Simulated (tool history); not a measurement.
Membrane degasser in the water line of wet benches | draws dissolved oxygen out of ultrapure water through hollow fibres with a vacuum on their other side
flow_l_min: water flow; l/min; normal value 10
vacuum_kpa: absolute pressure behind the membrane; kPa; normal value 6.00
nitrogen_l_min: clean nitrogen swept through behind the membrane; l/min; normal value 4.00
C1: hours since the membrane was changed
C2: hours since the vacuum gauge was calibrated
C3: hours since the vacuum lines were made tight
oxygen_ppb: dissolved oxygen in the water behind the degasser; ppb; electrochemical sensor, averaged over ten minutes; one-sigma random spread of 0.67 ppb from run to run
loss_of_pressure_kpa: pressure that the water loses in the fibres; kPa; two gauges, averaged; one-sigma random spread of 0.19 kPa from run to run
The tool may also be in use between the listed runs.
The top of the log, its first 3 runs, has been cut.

{"run": 4, "hour": 266.6, "flow_l_min": 10, "vacuum_kpa": 6.0, "nitrogen_l_min": 4.0, "C1": 1128, "C2": 572, "C3": 1292, "oxygen_ppb": 59.7, "loss_of_pressure_kpa": 39.73}
{"run": 5, "hour": 345.1, "flow_l_min": 10, "vacuum_kpa": 6.0, "nitrogen_l_min": 4.0, "C1": 1206, "C2": 651, "C3": 1371, "oxygen_ppb": 61.0, "loss_of_pressure_kpa": 39.95}
{"run": 6, "hour": 415.4, "flow_l_min": 10, "vacuum_kpa": 6.0, "nitrogen_l_min": 4.0, "C1": 1277, "C2": 721, "C3": 1441, "oxygen_ppb": 60.3, "loss_of_pressure_kpa": 39.87}
{"run": 7, "hour": 518.9, "flow_l_min": 10, "vacuum_kpa": 6.0, "nitrogen_l_min": 4.0, "C1": 1380, "C2": 825, "C3": 1544, "oxygen_ppb": 60.7, "loss_of_pressure_kpa": 39.71}
{"run": 8, "hour": 592.7, "flow_l_min": 10, "vacuum_kpa": 6.0, "nitrogen_l_min": 4.0, "C1": 1454, "C2": 898, "C3": 1618, "oxygen_ppb": 61.7, "loss_of_pressure_kpa": 39.91}
{"run": 9, "hour": 693.9, "flow_l_min": 10, "vacuum_kpa": 6.0, "nitrogen_l_min": 4.0, "C1": 1555, "C2": 1000, "C3": 1720, "oxygen_ppb": 61.2, "loss_of_pressure_kpa": 39.8}
{"run": 10, "hour": 758.4, "flow_l_min": 10, "vacuum_kpa": 6.0, "nitrogen_l_min": 3.5, "C1": 1620, "C2": 1064, "C3": 1784, "oxygen_ppb": 61.3, "loss_of_pressure_kpa": 40.0}
{"run": 11, "hour": 835.3, "flow_l_min": 10, "vacuum_kpa": 6.0, "nitrogen_l_min": 3.5, "C1": 1697, "C2": 1141, "C3": 1861, "oxygen_ppb": 63.5, "loss_of_pressure_kpa": 39.9}
{"run": 12, "hour": 931.6, "flow_l_min": 10, "vacuum_kpa": 6.0, "nitrogen_l_min": 3.5, "C1": 1793, "C2": 1237, "C3": 1957, "oxygen_ppb": 63.4, "loss_of_pressure_kpa": 39.75}
{"run": 13, "hour": 996.2, "flow_l_min": 14, "vacuum_kpa": 6.0, "nitrogen_l_min": 4.0, "C1": 1858, "C2": 1302, "C3": 2022, "oxygen_ppb": 154.6, "loss_of_pressure_kpa": 56.0}
{"run": 14, "hour": 1115.0, "flow_l_min": 11, "vacuum_kpa": 6.0, "nitrogen_l_min": 4.0, "C1": 1976, "C2": 1421, "C3": 2141, "oxygen_ppb": 79.4, "loss_of_pressure_kpa": 43.44}
{"run": 15, "hour": 1233.3, "flow_l_min": 12, "vacuum_kpa": 6.0, "nitrogen_l_min": 4.0, "C1": 2095, "C2": 1539, "C3": 2259, "oxygen_ppb": 101.8, "loss_of_pressure_kpa": 47.79}
{"run": 16, "hour": 1314.5, "flow_l_min": 10, "vacuum_kpa": 6.0, "nitrogen_l_min": 2.18, "C1": 2176, "C2": 1620, "C3": 2340, "oxygen_ppb": 75.9, "loss_of_pressure_kpa": 39.81}

For run 17, what comes out?
{"run": 17, "hour": 1388.4, "flow_l_min": 10, "vacuum_kpa": 5.26, "nitrogen_l_min": 1.92, "C1": 2250, "C2": 1694, "C3": 2414, "oxygen_ppb": "?", "loss_of_pressure_kpa": "?"}

Run 17 measured oxygen_ppb 70.6 ppb, loss_of_pressure_kpa 40.04 kPa.
If the tool had no hidden condition, the same run with the same run-to-run variation would have returned oxygen_ppb 68.3 ppb, loss_of_pressure_kpa 39.80 kPa.

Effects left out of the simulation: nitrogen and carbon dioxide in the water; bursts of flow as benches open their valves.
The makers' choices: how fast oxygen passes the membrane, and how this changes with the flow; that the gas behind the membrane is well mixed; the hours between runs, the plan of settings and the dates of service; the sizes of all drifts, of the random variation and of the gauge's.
